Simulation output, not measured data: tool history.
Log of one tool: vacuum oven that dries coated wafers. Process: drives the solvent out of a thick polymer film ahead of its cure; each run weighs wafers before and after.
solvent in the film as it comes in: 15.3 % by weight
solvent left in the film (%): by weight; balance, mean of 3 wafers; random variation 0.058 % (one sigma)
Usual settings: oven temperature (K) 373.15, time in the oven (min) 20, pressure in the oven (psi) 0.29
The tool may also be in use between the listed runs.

run   hour  oven temperature (K)  time in the oven (min)  pressure in the oven (psi)  solvent left in the film (%)
  1      0                373.15                      20                        0.29                          3.31
  2   14.7                372.15                      20                        0.29                          3.62
  3   27.4                372.15                      20                        0.29                          3.53
  4   40.6                372.15                      20                        0.29                           3.5
  5   51.1                372.15                      20                        0.29                           3.6
  6     63                373.15                      18                        0.29                          3.63
  7   78.2                373.15                      18                        0.29                          3.68
  8   90.4                373.15                      18                        0.29                          3.68
  9    105                373.15                      26                        0.29                          2.79
 10  115.9                373.15                      26                        0.29                          2.81
 11  125.6                373.15                      26                        0.29                          2.81
 12  142.4                373.15                      26                        0.29                           2.8
 13    150                373.15                      26                        0.29                           2.8
 14  159.3                373.15                      26                        0.29                          2.73
 15  168.1                373.15                      26                        0.29                          2.81
     171.2  -- vacuum gauge cleaned of residue and calibrated
 16  180.4                373.15                      26                        0.29                          2.91
 17  189.3                373.15                      26                        0.29                          2.87
 18  201.6                377.15                      14                        0.35                          3.71
 19  210.4                359.15                      20                        0.49                          9.38
 20  222.1                388.15                      20                       0.509                          2.28
 21  237.6                388.15                      20                       0.769                          3.34
     242.8  -- vacuum gauge cleaned of residue and calibrated, once more
 22  250.1                384.15                      35                       0.205                           0.9
 23  261.5                370.15                      20                        0.29                          4.14
 24    276                370.15                      20                        0.29                          4.16

Forecast each of these 4 alternatives for the next run:
  A  289.1                359.15                      20                       0.484                             ?
  B  289.1                385.15                      17                       0.496                             ?
  C  289.1                373.15                      19                        0.29                             ?
  D  289.1                385.15                      24                       0.152                             ?

run  solvent left in the film (%)
  A                          9.11
  B                          2.51
  C                          3.39
  D                          0.72
Without the tool's hidden state the same runs would have given:
run  solvent left in the film (%)
  A                          8.65
  B                          2.34
  C                          3.06
  D                          0.66

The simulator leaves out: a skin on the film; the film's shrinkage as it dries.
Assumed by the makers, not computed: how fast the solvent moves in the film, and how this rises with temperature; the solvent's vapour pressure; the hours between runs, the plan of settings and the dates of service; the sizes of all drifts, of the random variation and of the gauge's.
